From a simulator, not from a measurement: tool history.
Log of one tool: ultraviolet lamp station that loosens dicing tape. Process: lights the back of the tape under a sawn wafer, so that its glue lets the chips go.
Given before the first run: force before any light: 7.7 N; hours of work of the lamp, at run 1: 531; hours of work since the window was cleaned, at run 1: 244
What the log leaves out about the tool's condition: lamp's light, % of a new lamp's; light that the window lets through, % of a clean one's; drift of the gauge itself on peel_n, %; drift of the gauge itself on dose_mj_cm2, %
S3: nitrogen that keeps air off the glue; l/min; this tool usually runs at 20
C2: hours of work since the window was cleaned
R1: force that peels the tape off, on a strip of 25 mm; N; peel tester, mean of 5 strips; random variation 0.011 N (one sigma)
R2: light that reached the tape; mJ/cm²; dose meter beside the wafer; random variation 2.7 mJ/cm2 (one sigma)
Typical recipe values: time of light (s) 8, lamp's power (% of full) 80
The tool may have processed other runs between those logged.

Run 1, hour 0: usual settings; hours of work of the lamp 531; C2 244. Result: R1 0.749 N, R2 298 mJ/cm².
Run 2, hour 31.9: usual settings; hours of work of the lamp 550; C2 264. Result: R1 0.737 N, R2 297 mJ/cm².
Run 3, hour 53.7: usual settings; hours of work of the lamp 564; C2 277. Result: R1 0.757 N, R2 295 mJ/cm².
Run 4, hour 85.9: usual settings; hours of work of the lamp 583; C2 297. Result: R1 0.763 N, R2 294 mJ/cm².
At hour 90.3: window cleaned of glue's vapour.
Run 5, hour 129.5: usual settings; hours of work of the lamp 610; C2 24. Result: R1 0.901 N, R2 277 mJ/cm².
Run 6, hour 170.6: usual settings but time of light (s) 15, lamp's power (% of full) 69, S3 11 l/min; hours of work of the lamp 635; C2 49. Result: R1 0.545 N, R2 437 mJ/cm².
Run 7, hour 208: usual settings but time of light (s) 15, lamp's power (% of full) 69, S3 11 l/min; hours of work of the lamp 658; C2 72. Result: R1 0.558 N, R2 433 mJ/cm².
Run 8, hour 245: usual settings but time of light (s) 6, lamp's power (% of full) 77, S3 9 l/min; hours of work of the lamp 680; C2 94. Result: R1 2.411 N, R2 194 mJ/cm².
At hour 253.9: window cleaned of glue's vapour, once more.
Run 9, hour 280.9: usual settings but lamp's power (% of full) 64, S3 15 l/min; hours of work of the lamp 702; C2 16. Result: R1 1.286 N, R2 242 mJ/cm².
Run 10, hour 302.6: usual settings but time of light (s) 14, lamp's power (% of full) 85, S3 15 l/min; hours of work of the lamp 715; C2 30. Result: R1 0.223 N, R2 573 mJ/cm².

Predict each of these 4 candidate next runs independently; none follows another, all start after run 10:
Run A, hour 336.4: usual settings but time of light (s) 5, lamp's power (% of full) 68, S3 18 l/min; hours of work of the lamp 736; C2 50. Result: R1 ?, R2 ?.
Run B, hour 336.4: usual settings but time of light (s) 14, lamp's power (% of full) 93, S3 15 l/min; hours of work of the lamp 736; C2 50. Result: R1 ?, R2 ?.
Run C, hour 336.4: usual settings but time of light (s) 14, lamp's power (% of full) 85, S3 15 l/min; hours of work of the lamp 736; C2 50. Result: R1 ?, R2 ?.
Run D, hour 336.4: usual settings but time of light (s) 14, lamp's power (% of full) 76, S3 6 l/min; hours of work of the lamp 736; C2 50. Result: R1 ?, R2 ?.

run     R1   R2
  A  2.142  158
  B  0.205  621
  C  0.236  560
  D  0.681  502
What these runs would have given with no unlogged condition in the tool:
run     R1   R2
  A  1.721  187
  B  0.167  732
  C   0.18  660
  D  0.477  592
